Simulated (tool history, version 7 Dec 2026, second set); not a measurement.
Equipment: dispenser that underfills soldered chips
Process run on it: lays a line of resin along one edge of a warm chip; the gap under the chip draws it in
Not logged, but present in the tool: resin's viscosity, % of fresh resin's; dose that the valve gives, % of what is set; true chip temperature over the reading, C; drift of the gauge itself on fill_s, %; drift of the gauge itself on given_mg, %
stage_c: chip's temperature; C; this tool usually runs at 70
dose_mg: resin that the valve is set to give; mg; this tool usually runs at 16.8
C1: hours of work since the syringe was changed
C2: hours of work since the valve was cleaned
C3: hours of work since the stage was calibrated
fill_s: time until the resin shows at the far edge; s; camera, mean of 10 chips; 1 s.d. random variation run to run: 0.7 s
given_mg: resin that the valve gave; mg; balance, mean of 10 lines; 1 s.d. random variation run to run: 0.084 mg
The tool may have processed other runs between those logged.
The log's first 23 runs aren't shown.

-- hour=217.9 new syringe of resin
run 24 hour=221.5 | stage_c=71 dose_mg=17.8 | C1=2 C2=66 C3=298 | fill_s=65.1 given_mg=17.23
run 25 hour=229.6 | stage_c=71 dose_mg=17.8 | C1=8 C2=72 C3=304 | fill_s=80.3 given_mg=17.16
-- hour=234.4 new syringe of resin
run 26 hour=236.2 | stage_c=71 dose_mg=15.4 | C1=1 C2=76 C3=308 | fill_s=64.1 given_mg=14.75
run 27 hour=249.7 | stage_c=71 dose_mg=17.4 | C1=10 C2=85 C3=317 | fill_s=90.5 given_mg=16.51
-- hour=250.6 new syringe of resin
run 28 hour=258.1 | stage_c=75 dose_mg=20.8 | C1=5 C2=91 C3=323 | fill_s=63.3 given_mg=19.53
run 29 hour=264 | stage_c=70 dose_mg=17.3 | C1=9 C2=95 C3=327 | fill_s=88.2 given_mg=16.48
-- hour=266.5 new syringe of resin
run 30 hour=273.8 | stage_c=70 dose_mg=17.3 | C1=5 C2=101 C3=334 | fill_s=74.9 given_mg=16.17
-- hour=282.6 new syringe of resin
run 31 hour=283 | stage_c=70 dose_mg=17.3 | C1=0 C2=108 C3=340 | fill_s=62.5 given_mg=16.12
run 32 hour=296.5 | stage_c=78 dose_mg=14.4 | C1=9 C2=117 C3=349 | fill_s=75.3 given_mg=13.39
-- hour=298.9 new syringe of resin
run 33 hour=306.7 | stage_c=69 dose_mg=19.5 | C1=5 C2=123 C3=356 | fill_s=77.5 given_mg=18
-- hour=315.1 new syringe of resin
run 34 hour=316.4 | stage_c=76 dose_mg=21.5 | C1=1 C2=130 C3=362 | fill_s=51.8 given_mg=19.81
run 35 hour=324.5 | stage_c=72 dose_mg=16.8 | C1=6 C2=135 C3=368 | fill_s=76.5 given_mg=15.39

3 ways to go on from here, each from the tool as it stands after run 35. What would each give?
-- hour=331.7 new syringe of resin
run A hour=332.6 | stage_c=67 dose_mg=20.2 | C1=1 C2=141 C3=373 | fill_s=? given_mg=?
-- hour=331.7 new syringe of resin
run B hour=332.6 | stage_c=56 dose_mg=16.8 | C1=1 C2=141 C3=373 | fill_s=? given_mg=?
-- hour=331.7 new syringe of resin
run C hour=332.6 | stage_c=74 dose_mg=16.9 | C1=1 C2=141 C3=373 | fill_s=? given_mg=?

run=A fill_s=66.3 given_mg=18.45
run=B fill_s=100.1 given_mg=15.3
run=C fill_s=55.1 given_mg=15.53
The same runs, with their run-to-run variation unchanged, on a tool lacking any hidden condition would have given:
run=A fill_s=67.8 given_mg=20.16
run=B fill_s=101.3 given_mg=16.73
run=C fill_s=55.5 given_mg=16.97
